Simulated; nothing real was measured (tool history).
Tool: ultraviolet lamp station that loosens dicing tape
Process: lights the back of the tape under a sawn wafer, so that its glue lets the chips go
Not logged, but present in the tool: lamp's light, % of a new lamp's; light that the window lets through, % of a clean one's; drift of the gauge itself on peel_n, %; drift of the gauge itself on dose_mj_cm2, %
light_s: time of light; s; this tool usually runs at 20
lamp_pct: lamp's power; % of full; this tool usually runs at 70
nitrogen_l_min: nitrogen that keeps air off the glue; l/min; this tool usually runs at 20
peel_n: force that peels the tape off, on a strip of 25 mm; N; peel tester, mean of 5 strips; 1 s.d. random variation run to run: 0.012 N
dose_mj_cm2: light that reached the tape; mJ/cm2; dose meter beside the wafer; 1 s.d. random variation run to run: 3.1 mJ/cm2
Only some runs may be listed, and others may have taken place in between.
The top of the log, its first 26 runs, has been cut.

| run | hour | light_s | lamp_pct | nitrogen_l_min | hours of work of the lamp | hours of work since the window was cleaned | peel_n | dose_mj_cm2 |
|---|---|---|---|---|---|---|---|---|
| 27 | 380.4 | 18 | 95 | 9 | 160 | 154 | 0.887 | 515 |
| 28 | 400 | 37 | 87 | 34 | 168 | 162 | 0.127 | 952 |
| 29 | 416.2 | 14 | 87 | 9 | 175 | 168 | 1.534 | 362 |
| 30 | 437.4 | 14 | 87 | 9 | 183 | 177 | 1.468 | 361 |
| 31 | 448.5 | 14 | 87 | 9 | 188 | 181 | 1.515 | 356 |
| 32 | 468.5 | 14 | 87 | 9 | 196 | 190 | 1.545 | 357 |
| 33 | 480.1 | 14 | 87 | 9 | 201 | 194 | 1.566 | 353 |
| 34 | 499 | 14 | 87 | 9 | 209 | 202 | 1.6 | 351 |
| 35 | 516.2 | 14 | 87 | 9 | 216 | 209 | 1.598 | 350 |
| 36 | 537.4 | 14 | 87 | 9 | 224 | 218 | 1.629 | 348 |
| 37 | 556.4 | 20 | 70 | 15 | 232 | 225 | 0.905 | 398 |
| 38 | 577.5 | 20 | 70 | 15 | 240 | 234 | 0.934 | 397 |

Below are 3 alternative next runs, each starting from the tool's condition after run 38. Predict each:
| A | 593.7 | 11 | 75 | 15 | 247 | 241 | ? | ? |
| B | 593.7 | 20 | 70 | 11 | 247 | 241 | ? | ? |
| C | 593.7 | 27 | 70 | 31 | 247 | 241 | ? | ? |

| run | peel_n | dose_mj_cm2 |
|---|---|---|
| A | 1.96 | 232 |
| B | 1.204 | 390 |
| C | 0.271 | 527 |
Take away the tool's hidden state, keep each run's random variation, and the runs would have read:
| run | peel_n | dose_mj_cm2 |
|---|---|---|
| A | 1.586 | 277 |
| B | 0.896 | 464 |
| C | 0.194 | 628 |
